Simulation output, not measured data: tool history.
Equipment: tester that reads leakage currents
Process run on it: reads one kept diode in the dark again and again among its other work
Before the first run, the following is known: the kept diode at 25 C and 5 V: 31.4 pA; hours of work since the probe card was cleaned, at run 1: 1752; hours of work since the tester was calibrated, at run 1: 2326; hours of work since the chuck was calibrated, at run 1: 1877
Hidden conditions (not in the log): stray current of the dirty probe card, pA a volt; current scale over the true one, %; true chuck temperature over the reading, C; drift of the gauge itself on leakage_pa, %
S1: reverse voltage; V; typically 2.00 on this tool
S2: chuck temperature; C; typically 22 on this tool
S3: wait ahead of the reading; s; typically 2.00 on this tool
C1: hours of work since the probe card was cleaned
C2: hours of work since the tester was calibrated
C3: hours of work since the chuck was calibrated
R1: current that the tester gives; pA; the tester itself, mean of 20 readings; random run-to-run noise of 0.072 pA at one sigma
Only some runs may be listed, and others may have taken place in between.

Run 1, hour 0.0: usual settings; C1 1752; C2 2326; C3 1877. Result: R1 22.58 pA.
Run 2, hour 86.2: usual settings but S1 4.24 V; C1 1813; C2 2387; C3 1937. Result: R1 33.25 pA.
At hour 168.2: chuck's temperature calibrated.
Run 3, hour 242.6: usual settings but S2 25 C; C1 1921; C2 2495; C3 52. Result: R1 26.68 pA.
Run 4, hour 444.1: usual settings but S2 25 C; C1 2063; C2 2637; C3 194. Result: R1 27.46 pA.
At hour 478.8: probe card cleaned and baked.
Run 5, hour 624.4: usual settings but S2 25 C, S3 8.06 s; C1 102; C2 2761; C3 318. Result: R1 23.29 pA.
Run 6, hour 798.3: usual settings but S2 25 C, S3 8.06 s; C1 224; C2 2883; C3 440. Result: R1 23.66 pA.
Run 7, hour 943.8: usual settings but S2 25 C, S3 6.14 s; C1 326; C2 2985; C3 542. Result: R1 24.04 pA.
Run 8, hour 1136.7: usual settings but S2 25 C, S3 6.14 s; C1 462; C2 3121; C3 678. Result: R1 24.28 pA.
Run 9, hour 1294.4: usual settings but S2 25 C, S3 6.14 s; C1 572; C2 3231; C3 788. Result: R1 24.86 pA.
Run 10, hour 1405.0: usual settings but S2 40 C; C1 650; C2 3309; C3 866. Result: R1 88.03 pA.
Run 11, hour 1571.5: usual settings but S1 3.65 V; C1 767; C2 3426; C3 983. Result: R1 25.94 pA.
At hour 1774.7: tester calibrated.
Run 12, hour 1779.6: usual settings but S2 53 C; C1 912; C2 3; C3 1127. Result: R1 250.30 pA.
Run 13, hour 1916.0: usual settings but S2 53 C; C1 1007; C2 99; C3 1223. Result: R1 250.73 pA.
Run 14, hour 2095.5: usual settings but S1 1.01 V, S2 44 C, S3 0.67 s; C1 1133; C2 225; C3 1349. Result: R1 98.74 pA.
Run 15, hour 2295.7: usual settings but S1 3.81 V, S2 44 C, S3 0.67 s; C1 1274; C2 366; C3 1490. Result: R1 165.03 pA.
Run 16, hour 2402.2: usual settings but S1 2.26 V; C1 1348; C2 440; C3 1564. Result: R1 23.50 pA.
Run 17, hour 2599.1: usual settings but S1 2.06 V, S2 31 C, S3 9.22 s; C1 1487; C2 579; C3 1703. Result: R1 46.60 pA.
Run 18, hour 2733.7: usual settings but S1 3.31 V, S2 43 C, S3 2.43 s; C1 1581; C2 673; C3 1797. Result: R1 147.05 pA.
Run 19, hour 2885.5: usual settings but S1 3.31 V, S2 43 C, S3 2.43 s; C1 1688; C2 780; C3 1904. Result: R1 148.70 pA.
At hour 3009.2: chuck's temperature calibrated.
Run 20, hour 3045.5: usual settings but S1 3.31 V, S2 43 C, S3 2.43 s; C1 1799; C2 891; C3 25. Result: R1 133.00 pA.
Run 21, hour 3157.9: usual settings but S2 33 C, S3 5.63 s; C1 1877; C2 969; C3 104. Result: R1 50.25 pA.
Run 22, hour 3357.5: usual settings but S1 6.58 V, S2 27 C; C1 2018; C2 1109; C3 244. Result: R1 57.19 pA.
At hour 3440.8: probe card cleaned and baked.
Run 23, hour 3480.8: usual settings but S1 4.58 V; C1 28; C2 1194; C3 329. Result: R1 24.31 pA.
Run 24, hour 3681.7: usual settings but S1 2.96 V, S2 39 C, S3 0.38 s; C1 169; C2 1335; C3 470. Result: R1 92.17 pA.
Run 25, hour 3807.0: usual settings but S1 15.79 V, S2 41 C, S3 0.85 s; C1 257; C2 1423; C3 558. Result: R1 205.28 pA.
Run 26, hour 3983.1: usual settings but S1 1.05 V, S3 0.63 s; C1 381; C2 1546; C3 681. Result: R1 14.95 pA.

Here are 4 independent what-if runs from the current tool condition. What would each one return?
Run A, hour 4117.4: usual settings but S1 18.49 V, S2 35 C, S3 0.63 s; C1 475; C2 1641; C3 776. Result: R1 ?.
Run B, hour 4117.4: usual settings but S1 17.29 V, S3 3.25 s; C1 475; C2 1641; C3 776. Result: R1 ?.
Run C, hour 4117.4: usual settings but S1 2.01 V, S3 3.00 s; C1 475; C2 1641; C3 776. Result: R1 ?.
Run D, hour 4117.4: usual settings but S1 2.17 V, S2 55 C, S3 6.39 s; C1 475; C2 1641; C3 776. Result: R1 ?.

run      R1
  A  144.39
  B   49.88
  C   19.10
  D  288.97
Take away the tool's hidden state, keep each run's random variation, and the runs would have read:
run      R1
  A  130.16
  B   39.32
  C   17.31
  D  278.50

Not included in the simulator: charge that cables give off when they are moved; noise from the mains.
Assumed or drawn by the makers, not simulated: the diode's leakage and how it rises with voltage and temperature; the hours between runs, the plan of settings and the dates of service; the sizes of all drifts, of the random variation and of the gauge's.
